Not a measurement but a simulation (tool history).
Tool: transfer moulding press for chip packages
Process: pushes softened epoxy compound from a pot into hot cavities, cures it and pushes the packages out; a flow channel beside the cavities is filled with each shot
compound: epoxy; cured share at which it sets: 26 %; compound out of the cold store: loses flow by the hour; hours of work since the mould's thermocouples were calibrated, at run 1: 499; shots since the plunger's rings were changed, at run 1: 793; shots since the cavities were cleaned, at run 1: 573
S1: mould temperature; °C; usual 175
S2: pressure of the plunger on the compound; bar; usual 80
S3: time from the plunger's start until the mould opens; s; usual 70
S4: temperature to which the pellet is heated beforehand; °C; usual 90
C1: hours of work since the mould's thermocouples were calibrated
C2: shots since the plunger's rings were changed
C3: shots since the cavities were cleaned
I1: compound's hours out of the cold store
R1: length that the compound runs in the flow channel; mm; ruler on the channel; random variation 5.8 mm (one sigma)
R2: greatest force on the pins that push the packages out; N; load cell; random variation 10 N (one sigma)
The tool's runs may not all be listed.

run,day,S1,S2,S3,S4,C1,C2,C3,I1,R1,R2
1,0,175,80,70,90,499,793,573,33.4,688,601
# day 0.975: cavities cleaned with cleaning compound and waxed
2,1.654,175,80,70,90,523,1357,240,44.3,629,492
3,2.662,175,80,70,90,539,1714,597,38.1,651,588
# day 3.608: cavities cleaned with cleaning compound and waxed
4,4.517,175,80,70,91,567,2349,322,24.8,717,526
5,5.838,175,80,65,91,588,2816,789,12.2,791,706
# day 6.225: cavities cleaned with cleaning compound and waxed
6,7.038,175,80,65,91,605,3220,289,37.8,644,609
7,8.558,175,91.7,70,90,629,3758,827,37.1,695,627
# day 8.812: cavities cleaned with cleaning compound and waxed
8,9.846,175,91.7,70,90,648,4191,366,40.3,676,516
# day 10.679: plunger's sealing rings changed
9,10.904,175,91.7,70,89,663,81,705,9.9,871,609
# day 11.542: mould's thermocouples calibrated
# day 11.604: cavities cleaned with cleaning compound and waxed
10,12.138,175,91.7,70,89,8,466,189,17.4,831,519
11,13.404,175,91.7,70,89,28,914,637,35.3,729,622
# day 14.179: cavities cleaned with cleaning compound and waxed
12,14.846,175,91.7,70,89,50,1403,236,14.7,838,573
13,16.079,175,91.7,70,89,69,1839,672,13.1,840,664
# day 16.867: cavities cleaned with cleaning compound and waxed
14,17.729,175,91.7,70,89,94,2401,305,47.1,662,548
15,18.929,175,91.7,54,92,112,2826,730,18,804,1222
# day 19.538: cavities cleaned with cleaning compound and waxed
16,20.904,179,80,70,100,142,3503,483,26,687,508
# day 22.179: cavities cleaned with cleaning compound and waxed
17,22.412,179,93.2,55,97,165,4016,83,31.4,717,613
# day 23.812: plunger's sealing rings changed
18,24.312,175,80,56,95,193,177,719,32.6,694,977
# day 24.825: cavities cleaned with cleaning compound and waxed
19,25.729,175,80,56,95,214,657,321,16.8,779,928
# day 27.496: cavities cleaned with cleaning compound and waxed
20,27.721,182,91.2,56,95,244,1339,79,22.9,766,512
21,29.525,182,91.2,56,95,272,1978,718,13.2,819,679
# day 30.071: cavities cleaned with cleaning compound and waxed
22,31.296,182,91.2,56,88,299,2583,434,19.4,779,627
# day 32.712: cavities cleaned with cleaning compound and waxed
23,33.083,175,91.2,56,93,325,3195,132,44.9,653,742
24,34.25,175,91.2,56,93,344,3608,545,11.8,833,1044
25,35.125,175,91.2,56,93,357,3918,855,42.2,660,958
# day 35.283: cavities cleaned with cleaning compound and waxed
26,36.608,175,91.2,56,93,379,4420,469,13.6,813,998
# day 36.808: plunger's sealing rings changed
# day 38.038: cavities cleaned with cleaning compound and waxed
27,38.421,176,80,70,90,405,549,135,46.6,630,453

Hidden state or all else? Some run-to-run changes of R1, split into what the settings, what came in and random variation would give without the hidden state, and what is left for the hidden state (with any gauge scatter that isn't in both results):
The hidden state here: true mould temperature over the reading, C; pressure that reaches the compound, % of what is set; grip of the stained cavities, % over clean ones'; drift of the gauge itself on flow_mm, %; drift of the gauge itself on push_out_n, %.
Run 8 -> 9: S4 90 -> 89, plunger's sealing rings changed. R1 +195 mm: hidden state +25, all else +170.
Run 17 -> 18: S1 179 -> 175, S2 93.2 -> 80, S3 55 -> 56, S4 97 -> 95, plunger's sealing rings changed. R1 -23 mm: hidden state +31, all else -54.
Run 26 -> 27: S1 175 -> 176, S2 91.2 -> 80, S3 56 -> 70, S4 93 -> 90, plunger's sealing rings changed, cavities cleaned with cleaning compound and waxed. R1 -183 mm: hidden state +37, all else -220.

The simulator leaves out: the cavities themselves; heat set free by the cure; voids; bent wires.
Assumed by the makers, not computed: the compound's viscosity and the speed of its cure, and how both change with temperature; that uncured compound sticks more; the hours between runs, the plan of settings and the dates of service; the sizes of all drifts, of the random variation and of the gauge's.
